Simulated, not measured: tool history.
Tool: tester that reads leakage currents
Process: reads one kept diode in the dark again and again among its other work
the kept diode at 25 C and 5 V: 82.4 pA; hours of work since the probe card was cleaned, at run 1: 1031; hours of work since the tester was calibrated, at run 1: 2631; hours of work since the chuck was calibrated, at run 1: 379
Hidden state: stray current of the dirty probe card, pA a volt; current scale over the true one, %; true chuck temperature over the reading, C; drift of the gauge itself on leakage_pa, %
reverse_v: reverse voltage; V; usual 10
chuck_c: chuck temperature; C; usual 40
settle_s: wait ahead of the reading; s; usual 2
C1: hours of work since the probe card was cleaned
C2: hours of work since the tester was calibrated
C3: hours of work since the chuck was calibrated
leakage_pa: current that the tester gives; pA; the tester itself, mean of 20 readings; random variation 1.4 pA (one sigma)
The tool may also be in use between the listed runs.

run 1 hour=0 | reverse_v=10 chuck_c=40 settle_s=2 | C1=1031 C2=2631 C3=379 | leakage_pa=496.73
run 2 hour=106.5 | reverse_v=10 chuck_c=44 settle_s=2 | C1=1105 C2=2705 C3=453 | leakage_pa=697.78
-- hour=280 probe card cleaned and baked
run 3 hour=280 | reverse_v=10 chuck_c=44 settle_s=2 | C1=0 C2=2824 C3=571 | leakage_pa=683.96
run 4 hour=488.5 | reverse_v=10 chuck_c=44 settle_s=2 | C1=145 C2=2968 C3=716 | leakage_pa=702.89
run 5 hour=581.2 | reverse_v=9.6 chuck_c=44 settle_s=2 | C1=209 C2=3033 C3=781 | leakage_pa=692.72
run 6 hour=776.8 | reverse_v=10 chuck_c=40 settle_s=2 | C1=345 C2=3169 C3=917 | leakage_pa=512.96
run 7 hour=931.9 | reverse_v=10 chuck_c=40 settle_s=2 | C1=453 C2=3277 C3=1024 | leakage_pa=523
run 8 hour=1081 | reverse_v=2.6 chuck_c=40 settle_s=0.94 | C1=557 C2=3380 C3=1128 | leakage_pa=268.22
run 9 hour=1206.5 | reverse_v=1.1 chuck_c=41 settle_s=0.94 | C1=644 C2=3467 C3=1215 | leakage_pa=192.3
-- hour=1222.6 chuck's temperature calibrated
run 10 hour=1404 | reverse_v=1.1 chuck_c=41 settle_s=0.36 | C1=780 C2=3603 C3=126 | leakage_pa=204.41
-- hour=1546.9 chuck's temperature calibrated, once more
run 11 hour=1613.2 | reverse_v=1.2 chuck_c=40 settle_s=1.88 | C1=924 C2=3747 C3=46 | leakage_pa=165.11
-- hour=1631 tester calibrated
run 12 hour=1761.5 | reverse_v=5.4 chuck_c=29 settle_s=2.1 | C1=1026 C2=91 C3=148 | leakage_pa=138.37
run 13 hour=1867.1 | reverse_v=5.4 chuck_c=29 settle_s=2.1 | C1=1099 C2=164 C3=221 | leakage_pa=139.21
run 14 hour=1997.8 | reverse_v=10 chuck_c=29 settle_s=0.4 | C1=1190 C2=255 C3=312 | leakage_pa=205.19

5 ways to go on from here, each from the tool as it stands after run 14. What would each give?
-- hour=2048.5 probe card cleaned and baked
run A hour=2106.3 | reverse_v=16.6 chuck_c=29 settle_s=0.86 | C1=40 C2=328 C3=385 | leakage_pa=?
-- hour=2048.5 probe card cleaned and baked
run B hour=2106.3 | reverse_v=6.5 chuck_c=51 settle_s=1.37 | C1=40 C2=328 C3=385 | leakage_pa=?
-- hour=2048.5 probe card cleaned and baked
run C hour=2106.3 | reverse_v=10.8 chuck_c=22 settle_s=3.65 | C1=40 C2=328 C3=385 | leakage_pa=?
-- hour=2048.5 probe card cleaned and baked
run D hour=2106.3 | reverse_v=10 chuck_c=50 settle_s=0.4 | C1=40 C2=328 C3=385 | leakage_pa=?
-- hour=2048.5 probe card cleaned and baked
run E hour=2106.3 | reverse_v=10 chuck_c=29 settle_s=8.42 | C1=40 C2=328 C3=385 | leakage_pa=?

run=A leakage_pa=239.71
run=B leakage_pa=984.78
run=C leakage_pa=97.33
run=D leakage_pa=1131.05
run=E leakage_pa=179.67
Without the tool's hidden state the same runs would have given:
run=A leakage_pa=227.7
run=B leakage_pa=943.63
run=C leakage_pa=91.91
run=D leakage_pa=1083.69
run=E leakage_pa=170.54
